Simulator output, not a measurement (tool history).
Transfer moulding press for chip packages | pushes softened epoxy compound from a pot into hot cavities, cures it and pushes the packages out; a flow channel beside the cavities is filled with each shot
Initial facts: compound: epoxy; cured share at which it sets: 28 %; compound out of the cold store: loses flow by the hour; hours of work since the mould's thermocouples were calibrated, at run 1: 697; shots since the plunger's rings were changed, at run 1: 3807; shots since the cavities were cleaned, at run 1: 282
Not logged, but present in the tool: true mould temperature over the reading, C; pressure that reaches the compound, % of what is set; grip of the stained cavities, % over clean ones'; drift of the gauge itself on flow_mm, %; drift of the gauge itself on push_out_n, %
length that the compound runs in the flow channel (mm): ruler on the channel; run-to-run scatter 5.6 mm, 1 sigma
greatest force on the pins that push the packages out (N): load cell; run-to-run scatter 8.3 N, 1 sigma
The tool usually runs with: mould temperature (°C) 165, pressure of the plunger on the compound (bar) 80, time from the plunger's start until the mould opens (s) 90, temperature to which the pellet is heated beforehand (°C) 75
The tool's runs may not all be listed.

| run | hour | mould temperature (°C) | pressure of the plunger on the compound (bar) | time from the plunger's start until the mould opens (s) | temperature to which the pellet is heated beforehand (°C) | hours of work since the mould's thermocouples were calibrated | shots since the plunger's rings were changed | shots since the cavities were cleaned | incoming compound's hours out of the cold store | length that the compound runs in the flow channel (mm) | greatest force on the pins that push the packages out (N) |
|---|---|---|---|---|---|---|---|---|---|---|---|
| 1 | 0 | 165 | 80 | 90 | 75 | 697 | 3807 | 282 | 44.7 | 587 | 421 |
|  | 66.2 | cavities cleaned with cleaning compound and waxed |
| 2 | 66.2 | 165 | 80 | 90 | 75 | 739 | 4628 | 0 | 22.7 | 668 | 665 |
| 3 | 122.2 | 165 | 80 | 90 | 75 | 776 | 5338 | 710 | 8.3 | 727 | 702 |
|  | 127.5 | mould's thermocouples calibrated |
|  | 149.9 | plunger's sealing rings changed |
|  | 158.4 | cavities cleaned with cleaning compound and waxed |
| 4 | 158.4 | 165 | 80 | 90 | 75 | 18 | 89 | 0 | 39 | 638 | 369 |
| 5 | 195 | 165 | 80 | 90 | 75 | 41 | 553 | 464 | 10.7 | 758 | 588 |
|  | 199.1 | cavities cleaned with cleaning compound and waxed, once more |
| 6 | 245.6 | 165 | 80 | 90 | 75 | 73 | 1176 | 590 | 25 | 687 | 570 |
|  | 290.2 | cavities cleaned with cleaning compound and waxed |
| 7 | 310.9 | 169 | 80 | 90 | 75 | 115 | 1984 | 262 | 24.5 | 676 | 375 |
| 8 | 345.8 | 167 | 80 | 118 | 70 | 138 | 2427 | 705 | 12.7 | 723 | 380 |
|  | 377.6 | cavities cleaned with cleaning compound and waxed |
| 9 | 394.5 | 167 | 80 | 118 | 70 | 168 | 3026 | 214 | 32.7 | 641 | 302 |
| 10 | 458.8 | 168 | 68.2 | 118 | 85 | 210 | 3842 | 1030 | 42.2 | 539 | 399 |
|  | 465.9 | cavities cleaned with cleaning compound and waxed |
| 11 | 524 | 164 | 84.6 | 118 | 85 | 252 | 4650 | 737 | 38.4 | 632 | 394 |
|  | 554.8 | cavities cleaned with cleaning compound and waxed |
| 12 | 554.8 | 161 | 93.6 | 118 | 70 | 271 | 5021 | 0 | 17.6 | 755 | 315 |
|  | 602.2 | plunger's sealing rings changed |
| 13 | 614.7 | 173 | 93.6 | 118 | 70 | 308 | 159 | 728 | 19 | 763 | 350 |

Pick out some run-to-run changes in length that the compound runs in the flow channel (mm). Of each, how much would a tool without hidden state show as well, from the settings, what came in and chance, and how much is left for the hidden state and any gauge scatter not in both results compared?
Run 3 -> 4: mould's thermocouples calibrated, plunger's sealing rings changed, cavities cleaned with cleaning compound and waxed. length that the compound runs in the flow channel (mm) -89: hidden state +48, all else -137.
Run 11 -> 12: mould temperature (°C) 164 -> 161, pressure of the plunger on the compound (bar) 84.6 -> 93.6, temperature to which the pellet is heated beforehand (°C) 85 -> 70, cavities cleaned with cleaning compound and waxed. length that the compound runs in the flow channel (mm) +123: hidden state -10, all else +133.
